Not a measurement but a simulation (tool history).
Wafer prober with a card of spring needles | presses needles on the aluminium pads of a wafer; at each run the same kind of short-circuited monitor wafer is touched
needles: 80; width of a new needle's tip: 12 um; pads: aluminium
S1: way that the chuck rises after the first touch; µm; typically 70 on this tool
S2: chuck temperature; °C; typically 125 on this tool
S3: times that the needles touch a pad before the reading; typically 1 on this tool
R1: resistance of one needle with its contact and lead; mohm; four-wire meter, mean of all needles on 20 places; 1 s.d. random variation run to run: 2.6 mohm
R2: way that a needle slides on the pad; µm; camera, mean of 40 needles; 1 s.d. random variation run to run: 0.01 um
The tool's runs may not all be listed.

Run 1, hour 0: usual settings. Result: R1 360 mohm, R2 12.6 µm.
At hour 1.4: tips cleaned on abrasive film.
At hour 5.8: height of the first contact set anew.
At hour 14.1: tips cleaned on abrasive film.
Run 2, hour 21.6: usual settings. Result: R1 350 mohm, R2 12.8 µm.
At hour 27.8: tips cleaned on abrasive film.
Run 3, hour 38.1: usual settings. Result: R1 361 mohm, R2 12.8 µm.
At hour 40.7: tips cleaned on abrasive film.
At hour 54.2: tips cleaned on abrasive film.
Run 4, hour 61.7: usual settings but S2 118 °C. Result: R1 343 mohm, R2 12.77 µm.
At hour 66.6: tips cleaned on abrasive film.
At hour 80.3: tips cleaned on abrasive film.
Run 5, hour 83.6: usual settings but S2 26 °C. Result: R1 298 mohm, R2 12.76 µm.
At hour 92.9: tips cleaned on abrasive film.
At hour 106.9: tips cleaned on abrasive film.
Run 6, hour 107.1: usual settings but S2 26 °C. Result: R1 278 mohm, R2 12.76 µm.
At hour 119.6: tips cleaned on abrasive film.
Run 7, hour 127.4: usual settings but S2 26 °C. Result: R1 331 mohm, R2 12.74 µm.
At hour 132.8: tips cleaned on abrasive film.
At hour 146: tips cleaned on abrasive film.
Run 8, hour 146: usual settings but S2 26 °C. Result: R1 277 mohm, R2 12.72 µm.
At hour 160.2: tips cleaned on abrasive film.
At hour 172.8: tips cleaned on abrasive film.
Run 9, hour 172.8: usual settings but S2 26 °C. Result: R1 273 mohm, R2 12.7 µm.
At hour 186.3: tips cleaned on abrasive film.
Run 10, hour 196.7: usual settings but S2 26 °C. Result: R1 331 mohm, R2 12.71 µm.
At hour 199.2: tips cleaned on abrasive film.
Run 11, hour 209.6: usual settings. Result: R1 361 mohm, R2 12.69 µm.
At hour 213.1: tips cleaned on abrasive film.
At hour 226.2: tips cleaned on abrasive film.
Run 12, hour 230.8: usual settings but S3 2. Result: R1 327 mohm, R2 12.67 µm.
At hour 238.5: tips cleaned on abrasive film.
At hour 252.7: tips cleaned on abrasive film.
Run 13, hour 253.4: usual settings but S3 2. Result: R1 307 mohm, R2 12.64 µm.
At hour 265.1: tips cleaned on abrasive film.
Run 14, hour 273: usual settings but S3 2. Result: R1 325 mohm, R2 12.63 µm.
At hour 278.5: tips cleaned on abrasive film.
At hour 291.7: tips cleaned on abrasive film.
Run 15, hour 300.2: usual settings but S3 2. Result: R1 333 mohm, R2 12.62 µm.
At hour 306.1: tips cleaned on abrasive film.
Run 16, hour 317.1: usual settings but S3 2. Result: R1 335 mohm, R2 12.62 µm.
At hour 319.8: tips cleaned on abrasive film.
At hour 332.8: tips cleaned on abrasive film.
At hour 345.6: tips cleaned on abrasive film.
Run 17, hour 345.6: usual settings but S1 82 µm, S2 119 °C. Result: R1 301 mohm, R2 14.79 µm.
At hour 354.2: height of the first contact set anew.
At hour 359.4: tips cleaned on abrasive film.
Run 18, hour 360.7: usual settings but S1 82 µm, S2 55 °C, S3 3. Result: R1 283 mohm, R2 15 µm.
At hour 372.1: tips cleaned on abrasive film.
Run 19, hour 377.2: usual settings but S1 51 µm. Result: R1 377 mohm, R2 9.31 µm.
At hour 385.3: tips cleaned on abrasive film.
Run 20, hour 393.3: usual settings but S1 51 µm, S2 115 °C. Result: R1 385 mohm, R2 9.31 µm.
At hour 397.6: tips cleaned on abrasive film.
At hour 410.4: tips cleaned on abrasive film.
Run 21, hour 422: usual settings but S1 66 µm. Result: R1 366 mohm, R2 12.03 µm.
At hour 423.9: tips cleaned on abrasive film.
At hour 437.7: tips cleaned on abrasive film.
Run 22, hour 445.7: usual settings but S1 51 µm, S2 57 °C, S3 2. Result: R1 344 mohm, R2 9.27 µm.
At hour 451.2: tips cleaned on abrasive film.
At hour 464.9: tips cleaned on abrasive film.
Run 23, hour 465.2: usual settings but S1 51 µm, S2 80 °C, S3 2. Result: R1 303 mohm, R2 9.25 µm.
At hour 478.7: tips cleaned on abrasive film.
Run 24, hour 486.5: usual settings but S1 51 µm, S2 80 °C, S3 2. Result: R1 350 mohm, R2 9.24 µm.
At hour 493: tips cleaned on abrasive film.
At hour 506.5: tips cleaned on abrasive film.
Run 25, hour 513.6: usual settings but S1 51 µm, S2 80 °C, S3 2. Result: R1 342 mohm, R2 9.22 µm.
At hour 518.7: tips cleaned on abrasive film.
Run 26, hour 528.9: usual settings but S1 51 µm, S2 80 °C, S3 2. Result: R1 355 mohm, R2 9.22 µm.
At hour 531.3: tips cleaned on abrasive film.
At hour 543.6: tips cleaned on abrasive film.
Run 27, hour 545.2: usual settings but S1 51 µm, S2 80 °C. Result: R1 334 mohm, R2 9.21 µm.
At hour 556.2: tips cleaned on abrasive film.
Run 28, hour 568: usual settings but S1 84 µm. Result: R1 353 mohm, R2 15.23 µm.
At hour 569.3: tips cleaned on abrasive film.
Run 29, hour 580.5: usual settings but S1 84 µm. Result: R1 348 mohm, R2 15.21 µm.
At hour 583: tips cleaned on abrasive film.
At hour 597.5: tips cleaned on abrasive film.
Run 30, hour 605.8: usual settings but S1 86 µm, S2 60 °C. Result: R1 329 mohm, R2 15.56 µm.
At hour 609.8: tips cleaned on abrasive film.
At hour 622.7: tips cleaned on abrasive film.
Run 31, hour 629.5: usual settings but S1 62 µm, S2 88 °C, S3 3. Result: R1 312 mohm, R2 11.16 µm.
At hour 635: tips cleaned on abrasive film.
Run 32, hour 641.8: usual settings but S1 78 µm, S2 35 °C. Result: R1 318 mohm, R2 14.09 µm.

Each row is a separate what-if for the run after 32, all from the same tool condition, not one after another. Results?
At hour 647.5: tips cleaned on abrasive film.
Run A, hour 655.9: usual settings but S2 97 °C. Result: R1 ?, R2 ?.
At hour 647.5: tips cleaned on abrasive film.
Run B, hour 655.9: usual settings but S1 51 µm, S2 60 °C, S3 2. Result: R1 ?, R2 ?.
At hour 647.5: tips cleaned on abrasive film.
Run C, hour 655.9: usual settings but S1 78 µm, S2 84 °C. Result: R1 ?, R2 ?.

run   R1     R2
  A  354  12.61
  B  344   9.12
  C  336   14.1
Without the tool's unlogged condition, the same runs would have read:
run   R1     R2
  A  292  12.81
  B  276   9.32
  C  283   14.3
